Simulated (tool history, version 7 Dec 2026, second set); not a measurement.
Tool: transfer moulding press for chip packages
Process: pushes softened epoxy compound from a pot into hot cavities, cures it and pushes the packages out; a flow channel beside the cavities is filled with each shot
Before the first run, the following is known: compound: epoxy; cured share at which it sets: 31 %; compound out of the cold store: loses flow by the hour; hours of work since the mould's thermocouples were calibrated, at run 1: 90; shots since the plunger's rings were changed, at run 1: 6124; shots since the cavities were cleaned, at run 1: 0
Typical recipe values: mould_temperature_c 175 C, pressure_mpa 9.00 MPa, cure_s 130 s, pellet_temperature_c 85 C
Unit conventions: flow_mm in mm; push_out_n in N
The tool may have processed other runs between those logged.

| run | day | mould_temperature_c | pressure_mpa | cure_s | pellet_temperature_c | hours of work since the mould's thermocouples were calibrated | shots since the plunger's rings were changed | shots since the cavities were cleaned | incoming compound's hours out of the cold store | flow_mm | push_out_n |
|---|---|---|---|---|---|---|---|---|---|---|---|
| 1 | 0.000 | 175 | 9.00 | 130 | 85 | 90 | 6124 | 0 | 22.2 | 797 | 194 |
| 2 | 0.512 | 175 | 9.00 | 130 | 85 | 100 | 6261 | 137 | 46.3 | 722 | 231 |
| 3 | 0.962 | 175 | 9.00 | 130 | 85 | 108 | 6381 | 257 | 33.3 | 758 | 265 |
| 4 | 1.721 | 175 | 7.55 | 130 | 85 | 122 | 6584 | 460 | 19.2 | 738 | 293 |
| 5 | 2.196 | 175 | 7.25 | 130 | 85 | 131 | 6711 | 587 | 43.6 | 651 | 302 |
|  | 2.367 | plunger's sealing rings changed |
|  | 2.542 | cavities cleaned with cleaning compound and waxed |
| 6 | 2.954 | 175 | 7.25 | 130 | 85 | 142 | 141 | 111 | 19.0 | 844 | 219 |
| 7 | 3.588 | 182 | 9.00 | 130 | 85 | 153 | 310 | 280 | 47.5 | 818 | 234 |
| 8 | 4.338 | 175 | 9.00 | 130 | 92 | 167 | 511 | 481 | 31.9 | 876 | 292 |
|  | 5.000 | cavities cleaned with cleaning compound and waxed |
| 9 | 5.017 | 175 | 9.00 | 130 | 85 | 178 | 675 | 4 | 17.2 | 944 | 214 |
| 10 | 5.554 | 175 | 9.00 | 130 | 85 | 188 | 819 | 148 | 14.5 | 934 | 250 |
| 11 | 5.900 | 175 | 9.00 | 130 | 85 | 195 | 911 | 240 | 11.3 | 952 | 256 |
| 12 | 6.262 | 175 | 9.00 | 130 | 88 | 201 | 1007 | 336 | 44.1 | 824 | 282 |
| 13 | 6.608 | 175 | 9.00 | 130 | 85 | 208 | 1100 | 429 | 46.2 | 821 | 278 |
| 14 | 7.038 | 175 | 9.00 | 130 | 85 | 215 | 1215 | 544 | 23.8 | 894 | 302 |
|  | 7.412 | cavities cleaned with cleaning compound and waxed |
| 15 | 7.654 | 176 | 9.82 | 161 | 79 | 226 | 1363 | 64 | 43.6 | 857 | 191 |
| 16 | 7.996 | 176 | 9.82 | 161 | 79 | 232 | 1454 | 155 | 19.9 | 940 | 217 |
| 17 | 8.488 | 170 | 9.00 | 134 | 85 | 241 | 1586 | 287 | 33.8 | 856 | 309 |
| 18 | 9.000 | 170 | 9.00 | 134 | 85 | 250 | 1722 | 423 | 40.7 | 836 | 336 |
| 19 | 9.475 | 175 | 7.31 | 130 | 78 | 259 | 1849 | 550 | 37.3 | 758 | 313 |
|  | 9.850 | cavities cleaned with cleaning compound and waxed |
| 20 | 9.850 | 175 | 7.31 | 130 | 78 | 265 | 1933 | 0 | 10.7 | 841 | 192 |
| 21 | 10.467 | 172 | 10.87 | 143 | 82 | 276 | 2097 | 164 | 30.6 | 958 | 235 |
| 22 | 10.950 | 172 | 10.87 | 143 | 82 | 285 | 2227 | 294 | 13.9 | 1019 | 269 |
| 23 | 11.517 | 174 | 9.00 | 115 | 85 | 296 | 2378 | 445 | 26.6 | 858 | 355 |
| 24 | 12.000 | 175 | 9.00 | 115 | 83 | 304 | 2507 | 574 | 8.4 | 926 | 376 |
|  | 12.288 | cavities cleaned with cleaning compound and waxed |
| 25 | 12.583 | 175 | 9.00 | 115 | 83 | 314 | 2647 | 80 | 23.4 | 865 | 243 |
| 26 | 12.938 | 173 | 7.88 | 129 | 84 | 321 | 2740 | 173 | 36.2 | 774 | 250 |

Run 27 is up next; what results do you expect?
| 27 | 13.654 | 173 | 7.88 | 129 | 84 | 334 | 2933 | 366 | 20.3 | ? | ? |

{"run 27": {"flow_mm": 830, "push_out_n": 318}}
With the hidden condition absent and the run-to-run variation left alone, this run would have shown flow_mm 883 mm, push_out_n 220 N.

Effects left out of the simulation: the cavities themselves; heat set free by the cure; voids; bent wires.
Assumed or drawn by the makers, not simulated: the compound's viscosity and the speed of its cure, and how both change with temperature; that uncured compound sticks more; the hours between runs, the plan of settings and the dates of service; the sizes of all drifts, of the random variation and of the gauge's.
